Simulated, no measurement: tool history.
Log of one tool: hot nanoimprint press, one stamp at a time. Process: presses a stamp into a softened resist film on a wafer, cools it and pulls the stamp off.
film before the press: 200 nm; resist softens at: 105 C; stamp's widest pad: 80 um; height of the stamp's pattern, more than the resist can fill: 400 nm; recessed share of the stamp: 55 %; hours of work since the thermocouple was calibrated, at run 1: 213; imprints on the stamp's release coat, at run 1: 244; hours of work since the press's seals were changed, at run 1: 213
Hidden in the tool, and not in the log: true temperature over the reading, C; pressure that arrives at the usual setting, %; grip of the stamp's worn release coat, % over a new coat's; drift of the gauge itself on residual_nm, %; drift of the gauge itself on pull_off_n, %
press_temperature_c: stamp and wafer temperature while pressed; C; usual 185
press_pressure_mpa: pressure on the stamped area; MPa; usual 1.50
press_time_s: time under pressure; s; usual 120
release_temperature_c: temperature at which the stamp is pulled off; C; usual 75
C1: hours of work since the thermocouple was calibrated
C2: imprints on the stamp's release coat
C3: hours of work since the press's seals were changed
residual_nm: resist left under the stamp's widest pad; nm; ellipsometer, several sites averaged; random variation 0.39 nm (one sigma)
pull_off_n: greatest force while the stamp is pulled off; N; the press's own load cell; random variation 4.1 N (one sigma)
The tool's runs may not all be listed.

Run 1, hour 0.0: usual settings; C1 213; C2 244; C3 213. Result: residual_nm 74.2 nm, pull_off_n 201 N.
Run 2, hour 20.8: usual settings; C1 224; C2 291; C3 224. Result: residual_nm 74.1 nm, pull_off_n 204 N.
Run 3, hour 38.7: usual settings but release_temperature_c 78 C; C1 233; C2 332; C3 233. Result: residual_nm 74.5 nm, pull_off_n 200 N.
Run 4, hour 54.9: usual settings but release_temperature_c 78 C; C1 241; C2 369; C3 241. Result: residual_nm 74.2 nm, pull_off_n 196 N.
Run 5, hour 79.9: usual settings but release_temperature_c 78 C; C1 253; C2 426; C3 253. Result: residual_nm 74.4 nm, pull_off_n 196 N.
Run 6, hour 94.7: usual settings but press_time_s 143 s, release_temperature_c 78 C; C1 261; C2 460; C3 261. Result: residual_nm 69.5 nm, pull_off_n 198 N.
At hour 111.8: plate thermocouple calibrated.
Run 7, hour 115.5: usual settings but press_time_s 111 s; C1 2; C2 500; C3 269. Result: residual_nm 76.3 nm, pull_off_n 202 N.
Run 8, hour 128.6: usual settings but press_time_s 111 s; C1 8; C2 530; C3 276. Result: residual_nm 75.9 nm, pull_off_n 206 N.
Run 9, hour 141.9: usual settings but press_pressure_mpa 1.24 MPa, press_time_s 111 s; C1 15; C2 560; C3 283. Result: residual_nm 84.4 nm, pull_off_n 201 N.
Run 10, hour 161.1: usual settings but press_pressure_mpa 2.09 MPa, press_time_s 111 s; C1 25; C2 604; C3 292. Result: residual_nm 62.6 nm, pull_off_n 204 N.
Run 11, hour 183.1: usual settings but press_pressure_mpa 2.09 MPa, press_time_s 111 s; C1 36; C2 654; C3 303. Result: residual_nm 61.8 nm, pull_off_n 202 N.
Run 12, hour 204.0: usual settings but press_pressure_mpa 2.09 MPa, press_time_s 111 s; C1 46; C2 702; C3 313. Result: residual_nm 62.1 nm, pull_off_n 197 N.
Run 13, hour 215.0: usual settings but press_time_s 107 s; C1 51; C2 727; C3 319. Result: residual_nm 76.2 nm, pull_off_n 194 N.
Run 14, hour 226.3: usual settings but press_time_s 107 s; C1 57; C2 752; C3 325. Result: residual_nm 76.4 nm, pull_off_n 197 N.
Run 15, hour 247.9: usual settings but release_temperature_c 77 C; C1 68; C2 801; C3 335. Result: residual_nm 72.6 nm, pull_off_n 193 N.
Run 16, hour 266.6: usual settings but press_temperature_c 177 C, release_temperature_c 62 C; C1 77; C2 844; C3 345. Result: residual_nm 99.5 nm, pull_off_n 220 N.
Run 17, hour 280.5: usual settings but press_temperature_c 177 C, release_temperature_c 62 C; C1 84; C2 876; C3 352. Result: residual_nm 98.4 nm, pull_off_n 217 N.
Run 18, hour 296.1: usual settings but press_temperature_c 177 C, release_temperature_c 62 C; C1 92; C2 911; C3 359. Result: residual_nm 98.9 nm, pull_off_n 214 N.
Run 19, hour 315.6: usual settings but press_temperature_c 177 C, release_temperature_c 62 C; C1 102; C2 956; C3 369. Result: residual_nm 98.9 nm, pull_off_n 223 N.
Run 20, hour 328.3: usual settings but press_temperature_c 190 C, press_pressure_mpa 1.05 MPa, press_time_s 92 s, release_temperature_c 62 C; C1 108; C2 985; C3 375. Result: residual_nm 83.4 nm, pull_off_n 210 N.
Run 21, hour 353.8: usual settings but press_time_s 80 s, release_temperature_c 76 C; C1 121; C2 1043; C3 388. Result: residual_nm 84.1 nm, pull_off_n 203 N.
Run 22, hour 373.0: usual settings but press_temperature_c 181 C, press_pressure_mpa 1.38 MPa, press_time_s 73 s, release_temperature_c 76 C; C1 130; C2 1086; C3 398. Result: residual_nm 103.6 nm, pull_off_n 204 N.
Run 23, hour 390.2: usual settings but press_temperature_c 190 C, press_time_s 64 s; C1 139; C2 1125; C3 406. Result: residual_nm 75.5 nm, pull_off_n 201 N.
Run 24, hour 403.3: usual settings but press_temperature_c 190 C, press_time_s 126 s, release_temperature_c 61 C; C1 145; C2 1155; C3 413. Result: residual_nm 60.4 nm, pull_off_n 220 N.
Run 25, hour 422.8: usual settings but press_temperature_c 190 C, press_time_s 126 s, release_temperature_c 61 C; C1 155; C2 1200; C3 422. Result: residual_nm 59.6 nm, pull_off_n 221 N.
Run 26, hour 438.1: usual settings but press_temperature_c 174 C, press_pressure_mpa 1.15 MPa; C1 163; C2 1234; C3 430. Result: residual_nm 124.9 nm, pull_off_n 199 N.
Run 27, hour 456.7: usual settings but press_temperature_c 174 C, press_pressure_mpa 1.15 MPa; C1 172; C2 1277; C3 439. Result: residual_nm 124.6 nm, pull_off_n 199 N.
Run 28, hour 469.5: usual settings but press_temperature_c 174 C, press_pressure_mpa 1.15 MPa, press_time_s 76 s; C1 178; C2 1306; C3 446. Result: residual_nm 138.6 nm, pull_off_n 200 N.
Run 29, hour 493.8: usual settings but press_temperature_c 180 C, press_pressure_mpa 1.15 MPa, press_time_s 189 s; C1 190; C2 1361; C3 458. Result: residual_nm 88.2 nm, pull_off_n 199 N.

4 ways to go on from here, each from the tool as it stands after run 29. What would each give?
Run A, hour 515.0: usual settings but press_pressure_mpa 1.85 MPa, release_temperature_c 61 C; C1 201; C2 1409; C3 468. Result: residual_nm ?, pull_off_n ?.
Run B, hour 515.0: usual settings but press_temperature_c 180 C, press_pressure_mpa 1.87 MPa, press_time_s 189 s; C1 201; C2 1409; C3 468. Result: residual_nm ?, pull_off_n ?.
Run C, hour 515.0: usual settings but press_temperature_c 175 C, press_pressure_mpa 1.06 MPa, release_temperature_c 67 C; C1 201; C2 1409; C3 468. Result: residual_nm ?, pull_off_n ?.
Run D, hour 515.0: usual settings but press_temperature_c 180 C, press_pressure_mpa 1.17 MPa, press_time_s 189 s, release_temperature_c 82 C; C1 201; C2 1409; C3 468. Result: residual_nm ?, pull_off_n ?.

run  residual_nm  pull_off_n
  A         64.5         214
  B         66.3         200
  C        124.5         210
  D         87.2         188
Without the tool's hidden state the same runs would have given:
run  residual_nm  pull_off_n
  A         65.8         212
  B         67.7         198
  C        127.2         208
  D         89.0         186

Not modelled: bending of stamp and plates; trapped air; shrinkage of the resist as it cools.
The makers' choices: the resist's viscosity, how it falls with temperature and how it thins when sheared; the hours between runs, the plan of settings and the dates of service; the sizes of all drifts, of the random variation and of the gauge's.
